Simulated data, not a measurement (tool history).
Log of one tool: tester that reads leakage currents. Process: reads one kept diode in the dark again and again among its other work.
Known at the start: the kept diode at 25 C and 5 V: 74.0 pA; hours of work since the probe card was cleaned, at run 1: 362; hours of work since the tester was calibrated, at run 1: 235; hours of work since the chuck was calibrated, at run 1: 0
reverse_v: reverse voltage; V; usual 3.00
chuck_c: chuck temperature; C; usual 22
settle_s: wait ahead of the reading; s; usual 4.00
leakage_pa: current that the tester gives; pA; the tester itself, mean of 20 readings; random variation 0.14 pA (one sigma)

| run | day | reverse_v | chuck_c | settle_s | hours of work since the probe card was cleaned | hours of work since the tester was calibrated | hours of work since the chuck was calibrated | leakage_pa |
|---|---|---|---|---|---|---|---|---|
| 1 | 0.000 | 3.00 | 22 | 4.00 | 362 | 235 | 0 | 44.12 |
| 2 | 4.038 | 1.06 | 22 | 4.00 | 411 | 283 | 48 | 25.08 |
| 3 | 10.429 | 1.06 | 32 | 4.00 | 487 | 360 | 125 | 57.38 |
| 4 | 14.883 | 1.06 | 32 | 4.00 | 540 | 413 | 178 | 57.38 |
| 5 | 22.138 | 1.06 | 32 | 4.00 | 627 | 500 | 265 | 56.89 |
| 6 | 26.908 | 1.06 | 33 | 4.00 | 684 | 557 | 322 | 61.38 |
| 7 | 33.588 | 1.06 | 33 | 4.00 | 764 | 637 | 402 | 61.11 |
| 8 | 38.112 | 1.06 | 33 | 4.00 | 819 | 691 | 456 | 60.64 |
| 9 | 44.996 | 1.06 | 33 | 4.00 | 901 | 774 | 539 | 60.38 |
| 10 | 52.667 | 1.06 | 28 | 1.59 | 993 | 865 | 631 | 40.02 |
| 11 | 60.471 | 9.49 | 33 | 2.09 | 1086 | 959 | 724 | 195.63 |
|  | 61.325 | chuck's temperature calibrated |
| 12 | 66.292 | 1.48 | 40 | 7.13 | 1155 | 1028 | 59 | 132.86 |
| 13 | 73.262 | 4.45 | 22 | 4.00 | 1238 | 1111 | 143 | 58.32 |
| 14 | 78.692 | 2.79 | 22 | 1.40 | 1303 | 1176 | 208 | 44.59 |
| 15 | 84.246 | 17.40 | 22 | 3.93 | 1370 | 1243 | 274 | 129.75 |
| 16 | 87.454 | 8.46 | 28 | 4.00 | 1408 | 1281 | 313 | 133.74 |
| 17 | 93.696 | 1.42 | 22 | 4.00 | 1483 | 1356 | 388 | 30.41 |

3 ways to go on from here, each from the tool as it stands after run 17. What would each give?
| A | 99.358 | 1.42 | 26 | 4.00 | 1551 | 1424 | 455 | ? |
| B | 99.358 | 12.97 | 22 | 4.00 | 1551 | 1424 | 455 | ? |
| C | 99.358 | 11.86 | 25 | 1.48 | 1551 | 1424 | 455 | ? |

| run | leakage_pa |
|---|---|
| A | 41.82 |
| B | 108.72 |
| C | 129.75 |
Without the tool's hidden state the same runs would have given:
| run | leakage_pa |
|---|---|
| A | 41.50 |
| B | 94.60 |
| C | 117.91 |

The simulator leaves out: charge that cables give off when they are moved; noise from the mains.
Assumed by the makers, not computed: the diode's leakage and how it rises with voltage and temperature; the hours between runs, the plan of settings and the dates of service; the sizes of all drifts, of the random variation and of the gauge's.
